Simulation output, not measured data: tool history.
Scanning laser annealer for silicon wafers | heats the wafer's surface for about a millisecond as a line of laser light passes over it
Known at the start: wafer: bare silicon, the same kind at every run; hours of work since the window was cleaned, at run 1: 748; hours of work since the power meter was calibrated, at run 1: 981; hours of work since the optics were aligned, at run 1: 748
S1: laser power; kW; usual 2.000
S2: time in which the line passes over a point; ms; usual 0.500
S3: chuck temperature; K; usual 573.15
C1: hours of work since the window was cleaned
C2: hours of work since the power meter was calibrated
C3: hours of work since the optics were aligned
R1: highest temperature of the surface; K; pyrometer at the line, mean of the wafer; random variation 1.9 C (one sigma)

run,hour,S1,S2,S3,C1,C2,C3,R1
1,0.0,2.000,0.500,573.15,748,981,748,1321.15
2,51.9,2.000,0.500,573.15,789,1022,789,1321.15
3,100.9,2.000,0.500,573.15,827,1060,827,1314.15
4,145.7,2.000,0.500,573.15,863,1095,863,1314.15
5,203.0,2.000,0.500,573.15,907,1140,907,1309.15
# hour 243.1: window over the wafer cleaned
6,249.3,2.000,0.500,573.15,5,1175,942,1352.15
7,330.3,2.000,0.500,573.15,68,1238,1006,1347.15
8,366.4,2.194,0.500,573.15,97,1267,1034,1421.15
9,448.0,2.194,0.539,573.15,161,1331,1098,1446.15
10,523.6,1.734,0.370,565.15,220,1390,1157,1145.15
# hour 535.4: optics aligned, line set to its width
11,604.7,1.760,0.480,603.15,280,1450,54,1272.15
12,655.0,1.760,0.480,569.15,319,1489,94,1235.15
13,704.3,1.760,0.480,569.15,358,1528,132,1232.15
14,741.9,1.760,0.480,569.15,387,1557,162,1233.15
15,785.2,1.760,0.480,569.15,421,1591,196,1230.15
16,831.9,1.760,0.480,569.15,458,1628,233,1230.15
17,874.3,1.802,0.551,579.15,491,1661,266,1292.15

Measured less the same run without the tool's hidden state. The same run-to-run variation is in both; the gauge's scatter may not be:
The hidden state here: light that passes the window, % of a clean one's; laser's true power over the reading, %; width of the line over the set one, %; drift of the gauge itself on peak_c, C.
run,R1
1,-50.00
2,-53.00
3,-55.00
4,-57.00
5,-61.00
6,-21.00
7,-24.00
8,-30.00
9,-35.00
10,-26.00
11,-20.00
12,-22.00
13,-25.00
14,-26.00
15,-28.00
16,-30.00
17,-35.00
